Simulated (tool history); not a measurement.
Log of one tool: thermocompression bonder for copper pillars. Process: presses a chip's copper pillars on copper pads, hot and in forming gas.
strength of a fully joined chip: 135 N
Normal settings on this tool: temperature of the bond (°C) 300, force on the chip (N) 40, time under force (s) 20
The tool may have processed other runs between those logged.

run,hour,temperature of the bond (°C),force on the chip (N),time under force (s),force that shears a chip off (N)
1,0,300,40,20,52.6
2,5.8,300,40,20,51.7
3,14.5,300,40,20,53.5
4,20.3,300,40,20,54.1
5,29,300,40,16,49.7
6,34.2,300,40,16,51
7,41.8,300,40,21,53.4
8,46.3,283,40,20,43.2
9,54,300,36,20,47.8
10,59.6,300,36,20,48.8
11,64.8,300,36,20,47.1
12,69.2,300,36,20,49.2
13,76,300,36,20,49.8
14,81.3,300,40,20,53.5
15,86.5,300,40,20,55.1
16,90.4,300,40,20,53.3
17,95.3,282,40,20,42.4
18,103.7,280,40,20,40.5
19,110.3,319,40,38,80.8
20,118.4,319,25,46,61.2
21,125.8,278,35,20,33.8
22,133.7,323,41,31,82.9
23,138.4,282,41,18,41
24,145.4,295,45,18,55.7
25,153.7,300,40,43,72.1
26,160.6,300,51,20,66.6
27,168.8,300,51,20,66.9
28,176,300,51,20,67.4
29,182,300,48,20,63.8
30,188.1,300,48,20,62.2
31,192.2,300,48,20,62.5
32,198.1,294,60,11,57.3
33,204.8,294,60,11,55.7
34,213.9,294,60,11,57.3

Forecast each of these 3 alternatives for the next run:
A,217.9,319,39,28,?
B,217.9,294,60,25,?
C,217.9,319,54,15,?

run,force that shears a chip off (N)
A,72.7
B,76.1
C,78.4
With no hidden state in the tool, these same runs would have given:
run,force that shears a chip off (N)
A,74.1
B,77.4
C,80.1
